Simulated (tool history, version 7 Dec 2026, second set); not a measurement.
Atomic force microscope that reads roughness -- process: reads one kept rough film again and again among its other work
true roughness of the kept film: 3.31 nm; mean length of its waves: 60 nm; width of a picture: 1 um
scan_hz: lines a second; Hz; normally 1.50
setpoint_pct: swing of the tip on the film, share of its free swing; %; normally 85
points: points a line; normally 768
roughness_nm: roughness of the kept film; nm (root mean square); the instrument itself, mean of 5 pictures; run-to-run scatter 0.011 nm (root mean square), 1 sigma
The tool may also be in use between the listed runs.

Run 1, day 0.000: usual settings. Result: roughness_nm 3.033 nm (root mean square).
Run 2, day 0.812: usual settings. Result: roughness_nm 3.024 nm (root mean square).
Run 3, day 1.421: usual settings. Result: roughness_nm 3.013 nm (root mean square).
Run 4, day 2.700: usual settings. Result: roughness_nm 2.967 nm (root mean square).
Run 5, day 4.033: usual settings but scan_hz 0.56 Hz. Result: roughness_nm 3.055 nm (root mean square).
Run 6, day 4.954: usual settings. Result: roughness_nm 2.947 nm (root mean square).
Run 7, day 5.567: usual settings. Result: roughness_nm 2.933 nm (root mean square).
Run 8, day 6.725: usual settings. Result: roughness_nm 2.924 nm (root mean square).
At day 6.821: new tip fitted.
Run 9, day 7.954: usual settings. Result: roughness_nm 3.034 nm (root mean square).
Run 10, day 8.771: usual settings but setpoint_pct 59 %. Result: roughness_nm 3.134 nm (root mean square).
Run 11, day 9.671: usual settings but setpoint_pct 59 %, points 640. Result: roughness_nm 3.128 nm (root mean square).
Run 12, day 10.629: usual settings. Result: roughness_nm 2.977 nm (root mean square).
Run 13, day 11.358: usual settings. Result: roughness_nm 2.972 nm (root mean square).
Run 14, day 12.096: usual settings but scan_hz 3.57 Hz, points 559. Result: roughness_nm 2.741 nm (root mean square).
Run 15, day 12.704: usual settings but scan_hz 3.57 Hz, points 559. Result: roughness_nm 2.726 nm (root mean square).

Expected results for the next run?
Run 16, day 13.854: usual settings but scan_hz 0.92 Hz, setpoint_pct 61 %, points 831. Result: roughness_nm ?.

roughness_nm: 3.070 nm (root mean square)
Were there no unlogged condition in the tool, this run, its random variation unchanged, would have produced roughness_nm 3.202 nm (root mean square).

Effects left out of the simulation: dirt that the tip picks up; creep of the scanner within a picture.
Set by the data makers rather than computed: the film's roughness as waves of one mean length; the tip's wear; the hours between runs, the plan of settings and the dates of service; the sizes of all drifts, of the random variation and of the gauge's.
